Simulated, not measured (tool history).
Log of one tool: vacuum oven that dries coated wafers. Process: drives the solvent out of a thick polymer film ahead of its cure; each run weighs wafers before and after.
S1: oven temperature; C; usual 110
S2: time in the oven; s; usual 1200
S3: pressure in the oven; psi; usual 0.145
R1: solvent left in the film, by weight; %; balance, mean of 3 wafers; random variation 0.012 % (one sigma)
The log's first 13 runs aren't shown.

{"run": 14, "hour": 180.1, "S1": 110, "S2": 1200, "S3": 0.145, "R1": 1.0}
{"run": 15, "hour": 196.7, "S1": 110, "S2": 1200, "S3": 0.145, "R1": 0.98}
{"run": 16, "hour": 212.2, "S1": 110, "S2": 1200, "S3": 0.145, "R1": 0.99}
{"run": 17, "hour": 227.2, "S1": 110, "S2": 1200, "S3": 0.145, "R1": 1.0}
{"run": 18, "hour": 242.1, "S1": 110, "S2": 1200, "S3": 0.145, "R1": 1.0}
{"run": 19, "hour": 250.4, "S1": 110, "S2": 1200, "S3": 0.145, "R1": 0.99}
{"run": 20, "hour": 264.0, "S1": 120, "S2": 2100, "S3": 0.102, "R1": 0.17}
{"run": 21, "hour": 278.7, "S1": 110, "S2": 960, "S3": 0.29, "R1": 1.8}
{"run": 22, "hour": 297.0, "S1": 110, "S2": 960, "S3": 0.29, "R1": 1.84}
{"run": 23, "hour": 304.6, "S1": 110, "S2": 1020, "S3": 0.442, "R1": 1.92}
{"run": 24, "hour": 317.3, "S1": 109, "S2": 2160, "S3": 0.145, "R1": 0.41}
{"run": 25, "hour": 327.9, "S1": 109, "S2": 2160, "S3": 0.145, "R1": 0.41}
{"run": 26, "hour": 338.0, "S1": 109, "S2": 2160, "S3": 0.145, "R1": 0.39}
{"run": 27, "hour": 355.4, "S1": 102, "S2": 1800, "S3": 0.102, "R1": 1.13}
{"run": 28, "hour": 374.1, "S1": 109, "S2": 1200, "S3": 0.145, "R1": 1.12}
{"run": 29, "hour": 383.0, "S1": 97, "S2": 1020, "S3": 0.373, "R1": 5.17}
{"run": 30, "hour": 393.9, "S1": 123, "S2": 720, "S3": 0.548, "R1": 1.07}
{"run": 31, "hour": 407.0, "S1": 123, "S2": 720, "S3": 0.335, "R1": 0.82}
{"run": 32, "hour": 421.6, "S1": 99, "S2": 1380, "S3": 0.158, "R1": 2.69}
{"run": 33, "hour": 432.1, "S1": 99, "S2": 1380, "S3": 0.158, "R1": 2.72}

Forecast each of these 3 alternatives for the next run:
{"run": "A", "hour": 448.8, "S1": 110, "S2": 660, "S3": 0.396, "R1": "?"}
{"run": "B", "hour": 448.8, "S1": 116, "S2": 1380, "S3": 0.158, "R1": "?"}
{"run": "C", "hour": 448.8, "S1": 113, "S2": 1200, "S3": 0.106, "R1": "?"}

run=A R1=3.35
run=B R1=0.39
run=C R1=0.59
Without the tool's hidden state the same runs would have given:
run=A R1=3.30
run=B R1=0.37
run=C R1=0.57
